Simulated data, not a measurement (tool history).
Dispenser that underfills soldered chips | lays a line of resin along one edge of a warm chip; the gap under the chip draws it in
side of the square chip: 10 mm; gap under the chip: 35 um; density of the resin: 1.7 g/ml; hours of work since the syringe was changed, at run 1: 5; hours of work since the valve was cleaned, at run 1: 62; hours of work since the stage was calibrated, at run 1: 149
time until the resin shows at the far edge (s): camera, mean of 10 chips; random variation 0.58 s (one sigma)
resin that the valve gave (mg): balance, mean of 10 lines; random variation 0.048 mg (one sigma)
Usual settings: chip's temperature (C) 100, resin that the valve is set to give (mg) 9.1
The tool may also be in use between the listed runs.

run     day  chip's temperature (C)  resin that the valve is set to give (mg)  hours of work since the syringe was changed  hours of work since the valve was cleaned  hours of work since the stage was calibrated  time until the resin shows at the far edge (s)  resin that the valve gave (mg)
  1       0                     100                                       9.1                                            5                                         62                                           149                                              62                            8.68
  2   0.425                     100                                      8.25                                           12                                         69                                           155                                            87.4                            7.79
      0.479  -- new syringe of resin
  3   0.733                     100                                      8.25                                            4                                         73                                           160                                            59.2                            7.76
      1.283  -- new syringe of resin
  4   1.292                     107                                       9.1                                            0                                         82                                           168                                            37.9                             8.5
  5   1.746                     110                                       9.1                                            7                                         89                                           175                                            47.6                            8.44
      2.083  -- new syringe of resin
  6   2.275                      86                                       9.1                                            3                                         97                                           183                                            95.7                            8.36
  7   2.546                     100                                      7.96                                            7                                        101                                           187                                            70.4                            7.31
      2.883  -- new syringe of resin
      2.925  -- dispensing valve cleaned and set on the balance
  8   3.121                     100                                       9.1                                            3                                          3                                           196                                            55.1                            9.08
  9   3.388                     100                                      9.06                                            7                                          7                                           200                                            65.8                            9.02
      3.712  -- new syringe of resin
 10   3.842                     100                                      9.06                                            2                                         14                                           207                                            53.2                             8.9
 11   4.221                     100                                      9.06                                            8                                         20                                           212                                            68.2                            8.98
      4.517  -- new syringe of resin
 12   4.533                     108                                      9.06                                            0                                         25                                           217                                              36                            8.84
 13    4.85                     108                                      9.06                                            5                                         30                                           222                                            44.1                            8.83
      5.308  -- new syringe of resin
 14   5.383                     108                                      9.06                                            1                                         38                                           230                                            37.5                            8.83
 15   5.696                      99                                      10.7                                            6                                         43                                           235                                            64.4                           10.35
 16   5.942                      99                                      10.7                                           10                                         46                                           239                                              77                           10.31
      6.104  -- new syringe of resin
 17   6.308                     103                                      10.2                                            3                                         52                                           244                                              48                            9.88
 18   6.538                      91                                      8.73                                            7                                         55                                           248                                              92                            8.36
      6.912  -- new syringe of resin
 19   6.979                     104                                      8.52                                            1                                         62                                           255                                            43.8                            8.09
 20   7.529                     104                                      8.52                                           10                                         71                                           263                                            65.8                            8.07
      7.712  -- new syringe of resin
 21   8.017                     100                                     10.83                                            5                                         78                                           271                                            56.9                           10.19
 22   8.446                      93                                     10.45                                           11                                         85                                           277                                           103.2                            9.72
        8.5  -- new syringe of resin
 23   8.975                      93                                      9.15                                            7                                         93                                           285                                            84.6                            8.51
        9.3  -- new syringe of resin
 24   9.467                     105                                     10.43                                            3                                        100                                           293                                            42.5                            9.55
      9.896  -- dispensing valve cleaned and set on the balance
 25   9.996                     100                                     10.42                                           10                                          2                                           300                                            73.1                           10.39
     10.162  -- new syringe of resin
 26  10.438                     100                                     10.42                                            4                                          8                                           307                                            55.4                           10.38
 27  10.725                     114                                       9.8                                            9                                         13                                           311                                              43                            9.74
      10.95  -- new syringe of resin
 28    11.2                      91                                       9.8                                            4                                         20                                           319                                              77                            9.64

5 ways to go on from here, each from the tool as it stands after run 28. What would each give?
  A  11.55                      86                                      9.18                                            9                                         25                                           324                                               ?                               ?
  B  11.55                     111                                      8.34                                            9                                         25                                           324                                               ?                               ?
  C  11.55                      91                                      9.39                                            9                                         25                                           324                                               ?                               ?
  D  11.55                     104                                     10.22                                            9                                         25                                           324                                               ?                               ?
  E  11.55                      91                                      11.2                                            9                                         25                                           324                                               ?                               ?

run  time until the resin shows at the far edge (s)  resin that the valve gave (mg)
  A                                           122.8                            8.93
  B                                            49.9                            8.16
  C                                           101.2                            9.25
  D                                            61.7                           10.01
  E                                            97.5                              11
Without the tool's hidden state the same runs would have given:
run  time until the resin shows at the far edge (s)  resin that the valve gave (mg)
  A                                            84.2                            9.11
  B                                            33.8                            8.32
  C                                            69.3                            9.44
  D                                            41.9                           10.21
  E                                            66.7                           11.22
